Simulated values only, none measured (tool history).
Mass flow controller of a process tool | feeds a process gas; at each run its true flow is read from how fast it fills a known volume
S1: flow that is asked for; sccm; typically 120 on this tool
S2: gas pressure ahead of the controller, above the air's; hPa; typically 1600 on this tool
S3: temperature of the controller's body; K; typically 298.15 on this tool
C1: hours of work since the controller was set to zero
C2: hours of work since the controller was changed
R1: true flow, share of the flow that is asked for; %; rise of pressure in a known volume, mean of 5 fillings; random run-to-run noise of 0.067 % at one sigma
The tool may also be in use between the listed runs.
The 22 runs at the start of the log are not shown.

run      day   S1    S2      S3    C1    C2     R1
 23  101.304  120  1420  305.15   476  4110  98.98
 24    106.1   49  2620  298.15   561  4195  98.71
 25  111.938  120  1600  300.15   665  4299     99
 26  115.758  122  1680  308.15   733  4367  99.33
 27  119.833   70  2350  298.15   805  4439  98.66
 28  123.617   38  1600  298.15   872  4506  98.24
 29  127.446   38  1600  298.15   940  4574  98.33
 30  130.171   38  1600  298.15   989  4623  98.24
 31  134.079   73  1960  309.15  1058  4692  98.95
 32  137.471   31  2050  298.15  1118  4752  98.51
 33  143.146  143  2450  300.15  1219  4853  99.55
 34  147.133   91  2080  300.15  1290  4924  98.81
 35  150.488   39  2290  300.15  1350  4984  98.83
 36  153.538  120  1720  301.15  1404  5038  98.99
 37  157.692   78  2480  296.15  1478  5111  98.92
 38  163.346   33  1600  309.15  1578  5212  98.92
 39  167.608   44  2630  296.15  1654  5288  98.73

Here are 4 independent what-if runs from the current tool condition. What would each one return?
  A  170.483   81  2630  311.15  1705  5339   ?
  B  170.483  120  1490  298.15  1705  5339   ?
  C  170.483   69  1600  307.15  1705  5339   ?
  D  170.483  140  2410  297.15  1705  5339   ?

run     R1
  A  99.34
  B  98.81
  C  98.88
  D  99.15
Without the tool's unlogged condition, the same runs would have read:
run     R1
  A  99.36
  B  98.95
  C  98.84
  D  99.32
